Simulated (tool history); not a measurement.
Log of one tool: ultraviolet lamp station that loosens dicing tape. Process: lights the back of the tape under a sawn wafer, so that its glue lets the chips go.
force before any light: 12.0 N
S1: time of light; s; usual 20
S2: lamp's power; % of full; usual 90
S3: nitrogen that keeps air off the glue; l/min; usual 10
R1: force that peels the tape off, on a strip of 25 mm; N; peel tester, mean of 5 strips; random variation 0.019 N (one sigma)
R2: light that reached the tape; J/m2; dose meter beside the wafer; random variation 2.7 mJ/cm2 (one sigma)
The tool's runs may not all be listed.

run   hour  S1  S2  S3     R1    R2
  1      0  20  90  10  1.394  3060
  2    9.5  20  90  10  1.461  3040
  3   20.5  20  90  10  1.465  3040
  4   26.3  20  90  10  1.418  3010
  5   36.6  20  90  10  1.468  2950
  6   44.4  22  90  10  1.192  3290
  7   54.2  35  90  10  0.364  5160
  8     60  35  90  10  0.377  5140
  9   69.2  20  90  10  1.532  2940
 10   77.1  20  90  10  1.487  2930
 11   84.1  20  91  10  1.494  2960
 12   89.5  20  91  10  1.563  2930
 13   97.5  20  90  10  1.609  2850
 14  108.3  20  90  10  1.596  2850
 15  116.6  20  90  15  1.209  2820
 16  123.3  20  90  10  1.637  2820
 17  129.3  20  90  10  1.615  2880
 18  141.1  20  90  10  1.655  2880
 19    150  20  90  10  1.645  2760
 20  155.4  20  90  10  1.698  2800
 21  164.9  20  90  10   1.72  2770
 22  175.1  20  90  10  1.678  2720
     176.2  -- window cleaned of glue's vapour
 23  183.5  20  67   4  4.472  1990
 24  190.6  20  87   4  3.411  2590
     195.8  -- window cleaned of glue's vapour, once more
 25  200.8  20  87   3  3.171  3080
 26  206.2  17  74  16   1.87  2220
 27  215.9  17  74  16  1.972  2200
 28  228.3  17  74  16  1.993  2210
 29  237.5  15  82   6  3.435  2100
 30  244.7  15  68   4  5.055  1750
 31  253.5  15  80   4  4.261  2070
 32  264.3  24  90   4   2.04  3730
 33  272.3  20  90  15  0.988  3070
 34  279.9  34  96  15  0.215  5510
 35  289.8  17  77  16  1.933  2190
 36  295.3  24  96   5  1.541  3930
 37  301.5  24  96   5  1.548  3870
 38  311.9  20  87  10  1.569  2920
 39  317.4  20  87  10  1.581  2890
 40  327.1  20  87  10  1.545  2880
 41  332.5  12  69   4  6.137  1350
 42    345  11  69   4  6.437  1280
 43  354.3  11  69   4  6.441  1200

Forecast each of these 4 alternatives for the next run:
  A  366.4  11  61   4   ?   ?
  B  366.4  20  89  10   ?   ?
  C  366.4  20  63  10   ?   ?
  D  366.4  12  67   4   ?   ?

run     R1    R2
  A  7.014  1110
  B  1.615  2900
  C   2.81  2050
  D   6.34  1260
Without the tool's hidden state the same runs would have given:
run     R1    R2
  A  6.055  1410
  B  0.943  3690
  C  1.901  2610
  D  5.318  1620
